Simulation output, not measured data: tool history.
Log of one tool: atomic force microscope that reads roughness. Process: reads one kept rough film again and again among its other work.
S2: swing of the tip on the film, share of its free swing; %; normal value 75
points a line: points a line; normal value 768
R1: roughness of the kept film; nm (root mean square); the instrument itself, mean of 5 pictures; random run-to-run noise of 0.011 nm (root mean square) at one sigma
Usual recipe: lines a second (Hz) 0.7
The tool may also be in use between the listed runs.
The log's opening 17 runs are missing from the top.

Run 18, hour 293.1: usual settings. Result: R1 2.631 nm (root mean square).
Run 19, hour 314.2: usual settings but S2 68 %. Result: R1 2.673 nm (root mean square).
Run 20, hour 324.8: usual settings but S2 68 %. Result: R1 2.706 nm (root mean square).
At hour 331.3: new tip fitted.
Run 21, hour 335.4: usual settings. Result: R1 2.633 nm (root mean square).
Run 22, hour 352.3: usual settings. Result: R1 2.631 nm (root mean square).
Run 23, hour 366.7: usual settings but S2 58 %. Result: R1 2.735 nm (root mean square).
Run 24, hour 385.2: usual settings. Result: R1 2.66 nm (root mean square).
Run 25, hour 405.3: usual settings but lines a second (Hz) 1.519, S2 71 %, points a line 339. Result: R1 2.5 nm (root mean square).
Run 26, hour 421.3: usual settings but lines a second (Hz) 1.548, S2 65 %. Result: R1 2.606 nm (root mean square).
Run 27, hour 444.2: usual settings but lines a second (Hz) 1.548, points a line 748. Result: R1 2.473 nm (root mean square).
Run 28, hour 463: usual settings but lines a second (Hz) 1.583, S2 77 %, points a line 642. Result: R1 2.424 nm (root mean square).
Run 29, hour 476.7: usual settings but S2 56 %. Result: R1 2.714 nm (root mean square).
Run 30, hour 489.1: usual settings but lines a second (Hz) 1.461, points a line 924. Result: R1 2.488 nm (root mean square).
Run 31, hour 498.9: usual settings but lines a second (Hz) 1.461, S2 82 %, points a line 557. Result: R1 2.369 nm (root mean square).
Run 32, hour 521.5: usual settings but lines a second (Hz) 1.461, S2 82 %, points a line 557. Result: R1 2.385 nm (root mean square).

Predict the results of run 33:
Run 33, hour 533.9: usual settings but lines a second (Hz) 2.303, S2 56 %, points a line 262. Result: R1 ?.

{"run 33": {"R1": 2.573}}
Take away the tool's hidden state, keep the run-to-run variation as it was, and the same run would have given R1 2.578 nm (root mean square).

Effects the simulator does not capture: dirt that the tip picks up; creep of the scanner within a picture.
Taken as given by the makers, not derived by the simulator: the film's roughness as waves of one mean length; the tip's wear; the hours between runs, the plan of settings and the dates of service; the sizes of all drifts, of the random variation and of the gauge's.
